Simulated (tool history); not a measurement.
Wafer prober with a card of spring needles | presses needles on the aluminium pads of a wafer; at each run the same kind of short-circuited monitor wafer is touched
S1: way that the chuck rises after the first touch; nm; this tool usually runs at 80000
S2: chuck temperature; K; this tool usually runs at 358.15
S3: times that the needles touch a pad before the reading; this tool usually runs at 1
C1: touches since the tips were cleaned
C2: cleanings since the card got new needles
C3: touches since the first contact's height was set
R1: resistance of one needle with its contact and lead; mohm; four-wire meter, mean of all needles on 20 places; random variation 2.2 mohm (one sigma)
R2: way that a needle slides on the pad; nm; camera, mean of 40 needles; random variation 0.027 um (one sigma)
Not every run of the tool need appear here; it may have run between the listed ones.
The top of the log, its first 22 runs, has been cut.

run	hour	S1	S2	S3	C1	C2	C3	R1	R2
# hour 485.7: tips cleaned on abrasive film
# hour 495.2: tips cleaned on abrasive film
# hour 504.9: tips cleaned on abrasive film
# hour 514: tips cleaned on abrasive film
23	514	90000	343.15	1	0	167	94225	242	10630
# hour 523.6: tips cleaned on abrasive film
24	532.4	80000	398.15	1	2640	168	99745	256	9460
# hour 534.7: tips cleaned on abrasive film
# hour 545.1: tips cleaned on abrasive film
# hour 555.8: tips cleaned on abrasive film
25	559.8	80000	398.15	1	1226	171	107968	255	9430
# hour 566.2: tips cleaned on abrasive film
# hour 577.3: tips cleaned on abrasive film
# hour 587.1: tips cleaned on abrasive film
26	588.5	80000	333.15	1	403	174	116547	243	9450
# hour 597.5: tips cleaned on abrasive film
27	602.9	67000	358.15	1	1610	175	120877	248	7880
# hour 608.7: tips cleaned on abrasive film
# hour 618.5: tips cleaned on abrasive film
28	623.9	80000	310.15	3	1633	177	127195	233	9460
# hour 628.2: tips cleaned on abrasive film
# hour 638: tips cleaned on abrasive film
# hour 647.1: tips cleaned on abrasive film
29	651.4	80000	310.15	3	1309	180	135423	235	9460
# hour 657.5: gauge calibrated
# hour 657.6: tips cleaned on abrasive film
# hour 666.8: tips cleaned on abrasive film
# hour 676.2: tips cleaned on abrasive film
30	676.2	62000	303.15	1	0	183	142831	235	7440

Branching from run 30: 3 alternative next runs. What would each branch give?
# hour 686.9: tips cleaned on abrasive film
A	691.3	91000	303.15	1	1347	184	147381	?	?
# hour 686.9: tips cleaned on abrasive film
B	691.3	72000	329.15	1	1347	184	147381	?	?
# hour 686.9: tips cleaned on abrasive film
C	691.3	78000	327.15	1	1347	184	147381	?	?

run	R1	R2
A	232	10910
B	241	8660
C	240	9350
With no hidden state in the tool, these same runs would have given:
run	R1	R2
A	232	10920
B	240	8670
C	240	9360
